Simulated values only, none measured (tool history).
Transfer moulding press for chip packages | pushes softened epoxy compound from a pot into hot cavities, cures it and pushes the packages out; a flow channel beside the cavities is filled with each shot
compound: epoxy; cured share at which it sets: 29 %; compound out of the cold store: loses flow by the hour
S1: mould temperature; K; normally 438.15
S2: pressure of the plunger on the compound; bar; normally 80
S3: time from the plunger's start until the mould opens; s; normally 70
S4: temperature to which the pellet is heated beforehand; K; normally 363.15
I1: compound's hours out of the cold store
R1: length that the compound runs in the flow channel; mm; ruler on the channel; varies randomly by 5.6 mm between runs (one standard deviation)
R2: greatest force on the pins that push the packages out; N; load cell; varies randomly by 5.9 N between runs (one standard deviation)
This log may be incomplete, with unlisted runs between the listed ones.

run   hour      S1    S2   S3      S4    I1    R1   R2
  1      0  438.15    80   70  363.15  43.4   817  213
  2   12.3  438.15    87   70  363.15  47.4   834  214
  3   29.8  437.15    87   70  363.15  46.6   833  225
      35.8  -- cavities cleaned with cleaning compound and waxed
  4     44  438.15    80   70  363.15  16.1   999  235
  5   61.4  438.15    80   70  363.15  43.4   821  219
  6   71.8  438.15    80   70  363.15  26.1   928  225
      84.3  -- cavities cleaned with cleaning compound and waxed
  7   90.7  438.15    80   70  363.15  26.8   915  212
       100  -- plunger's sealing rings changed
  8  106.6  438.15    80  109  363.15  24.5   942  169
  9  115.6  438.15    80   70  363.15  12.5  1019  242
 10  130.1  438.15    80   67  363.15    18   989  259
     135.3  -- cavities cleaned with cleaning compound and waxed
 11  141.1  438.15    80   67  363.15  13.6  1025  245
 12  153.9  438.15    80   67  363.15  47.3   798  220
 13  170.6  438.15    80   70  363.15  11.3  1033  229
     182.9  -- cavities cleaned with cleaning compound and waxed
 14    188  438.15    80   70  363.15  39.2   855  208
 15  206.3  435.15    80   70  369.15    13  1025  271
 16  220.3  435.15    80   63  355.15  11.8  1029  354
     231.4  -- cavities cleaned with cleaning compound and waxed
 17  232.5  435.15    80   63  355.15  10.5  1050  364
 18  247.6  435.15  63.2   63  355.15  11.8   918  356
 19  263.1  435.15  60.8   65  355.15  32.2   785  303
     278.8  -- cavities cleaned with cleaning compound and waxed
 20  283.2  435.15  60.8   65  355.15  22.3   841  305
     295.5  -- plunger's sealing rings changed
 21  303.4  438.15  94.4   70  363.15  29.9   983  223
 22  316.1  438.15  94.4   70  363.15  28.4   998  214
     328.6  -- cavities cleaned with cleaning compound and waxed
 23  332.4  438.15  94.4   70  363.15    35   950  235
 24  350.1  436.15  94.4   70  355.15  19.3  1063  255
 25  365.4  436.15  94.4   70  355.15  45.7   886  232
       376  -- cavities cleaned with cleaning compound and waxed
 26  379.4  436.15  94.4   70  355.15  21.2  1051  254
 27    393  435.15  80.5   78  369.15   9.9  1054  225

5 ways to go on from here, each from the tool as it stands after run 27. What would each give?
  A  409.1  438.15  84.9  96  363.15  43.7   ?   ?
  B  409.1  441.15  80.5  78  357.15  39.3   ?   ?
  C  409.1  438.15  74.9  70  366.15   9.5   ?   ?
  D  409.1  435.15  64.3  78  367.15    47   ?   ?
  E  409.1  431.15  80.5  78  369.15  41.1   ?   ?

run    R1   R2
  A   840  172
  B   847  184
  C  1003  232
  D   720  213
  E   840  238
Without the tool's hidden state the same runs would have given:
run    R1   R2
  A   840  170
  B   848  182
  C  1003  229
  D   720  211
  E   840  235

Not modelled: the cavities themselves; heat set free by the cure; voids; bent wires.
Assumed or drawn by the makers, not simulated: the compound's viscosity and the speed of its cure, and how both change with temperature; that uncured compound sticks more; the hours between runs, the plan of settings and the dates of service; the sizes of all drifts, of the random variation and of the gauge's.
